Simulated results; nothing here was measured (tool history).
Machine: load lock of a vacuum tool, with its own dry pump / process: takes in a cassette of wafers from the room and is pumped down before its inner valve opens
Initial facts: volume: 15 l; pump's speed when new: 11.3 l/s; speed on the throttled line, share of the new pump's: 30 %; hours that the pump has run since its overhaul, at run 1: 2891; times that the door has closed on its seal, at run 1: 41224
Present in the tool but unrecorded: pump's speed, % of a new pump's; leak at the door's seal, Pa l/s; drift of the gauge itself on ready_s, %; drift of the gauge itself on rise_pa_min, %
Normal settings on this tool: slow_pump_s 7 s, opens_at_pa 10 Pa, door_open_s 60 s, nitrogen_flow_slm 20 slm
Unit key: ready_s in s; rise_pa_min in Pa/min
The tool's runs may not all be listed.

run    hour  slow_pump_s  opens_at_pa  door_open_s  nitrogen_flow_slm  hours that the pump has run since its overhaul  times that the door has closed on its seal  incoming humidity of the room's air, %  ready_s  rise_pa_min
  1     0.0            7           10           60                 20                                            2891                                       41224                                    43.9     17.4        0.047
  2    62.1            7           10           60                 20                                            2953                                       41423                                    45.2     17.1        0.038
  3   155.1            7           10           60                 26                                            3046                                       41721                                    44.9     17.3        0.037
  4   241.7            7           10           60                 26                                            3133                                       41998                                    45.6     17.8        0.036
  5   325.5            7           18           60                 20                                            3217                                       42266                                    46.4     16.6        0.047
  6   406.0            7           10           53                 20                                            3297                                       42524                                    42.3     17.1        0.036
  7   498.5            4           10           60                 20                                            3390                                       42820                                    45.3     15.4        0.049
  8   556.2            4           10           60                 20                                            3447                                       43005                                    45.8     14.9        0.045
  9   639.0            7           10           60                 20                                            3530                                       43270                                    42.6     17.3        0.042
 10   706.8            7           10           60                 20                                            3598                                       43488                                    42.8     17.6        0.045
 11   786.2            4           10           60                 20                                            3677                                       43741                                    46.1     15.6        0.045
 12   867.7            4           10           60                 20                                            3759                                       44003                                    45.3     14.8        0.046
 13   938.3            4           10           60                 20                                            3829                                       44229                                    46.5     14.5        0.046
 14  1006.1            4           10           60                 20                                            3897                                       44446                                    47.5     15.1        0.044
 15  1077.7            4           10           60                 20                                            3969                                       44675                                    45.1     14.9        0.046
 16  1131.7            4           10           60                 20                                            4023                                       44848                                    48.0     15.2        0.044
 17  1238.8            7           10           60                 20                                            4130                                       45191                                    42.5     17.6        0.039
 18  1309.9            7           11           32                 38                                            4201                                       45419                                    42.4     17.0        0.032
 19  1368.6            7           11           32                 38                                            4260                                       45607                                    44.2     16.5        0.022
 20  1474.8           11           19          163                 21                                            4366                                       45947                                    42.6     18.9        0.053
 21  1535.7           11           19           73                  5                                            4427                                       46142                                    44.0     19.4        0.074
 22  1641.0            8           19           73                  5                                            4532                                       46479                                    44.8     17.5        0.072
 23  1734.9            8           19           73                  5                                            4626                                       46780                                    43.0     17.1        0.072
 24  1806.0            8           19          219                 13                                            4697                                       47007                                    47.5     17.1        0.081
 25  1880.5            8           19          219                 13                                            4772                                       47246                                    45.5     17.0        0.081
 26  1966.5            7           19           60                  4                                            4858                                       47521                                    46.2     15.9        0.069
     2024.0  -- door's seal changed, seat wiped
 27  2030.7            6           11           28                  4                                            4920                                          22                                    45.4     16.6        0.056
 28  2092.6            6           11           28                  4                                            4982                                         220                                    46.1     15.9        0.059
 29  2144.2            5            8           26                 14                                            5034                                         386                                    44.1     16.0        0.031
 30  2190.2            9           10           55                 14                                            5080                                         533                                    43.0     19.4        0.044
 31  2266.8            5           11           50                 14                                            5156                                         778                                    45.5     15.5        0.049
 32  2334.7            7           11           27                 20                                            5224                                         996                                    43.1     17.2        0.028
 33  2436.8            7           18          109                 20                                            5326                                        1322                                    42.4     16.4        0.048
 34  2532.7            7           18          109                 20                                            5422                                        1630                                    42.6     16.0        0.047

Here are 5 independent what-if runs from the current tool condition. What would each one return?
  A  2622.8            7           10          109                 20                                            5512                                        1918                                    46.4        ?            ?
  B  2622.8           11           10           60                 20                                            5512                                        1918                                    43.6        ?            ?
  C  2622.8            7           13           94                 20                                            5512                                        1918                                    44.1        ?            ?
  D  2622.8           11            7          213                 20                                            5512                                        1918                                    46.8        ?            ?
  E  2622.8            7           14           37                 20                                            5512                                        1918                                    48.3        ?            ?

run  ready_s  rise_pa_min
  A     16.5        0.052
  B     19.9        0.041
  C     17.4        0.048
  D     20.4        0.063
  E     16.4        0.043
Take away the tool's hidden state, keep each run's random variation, and the runs would have read:
run  ready_s  rise_pa_min
  A     16.5        0.052
  B     19.9        0.041
  C     17.3        0.048
  D     20.4        0.062
  E     16.4        0.042

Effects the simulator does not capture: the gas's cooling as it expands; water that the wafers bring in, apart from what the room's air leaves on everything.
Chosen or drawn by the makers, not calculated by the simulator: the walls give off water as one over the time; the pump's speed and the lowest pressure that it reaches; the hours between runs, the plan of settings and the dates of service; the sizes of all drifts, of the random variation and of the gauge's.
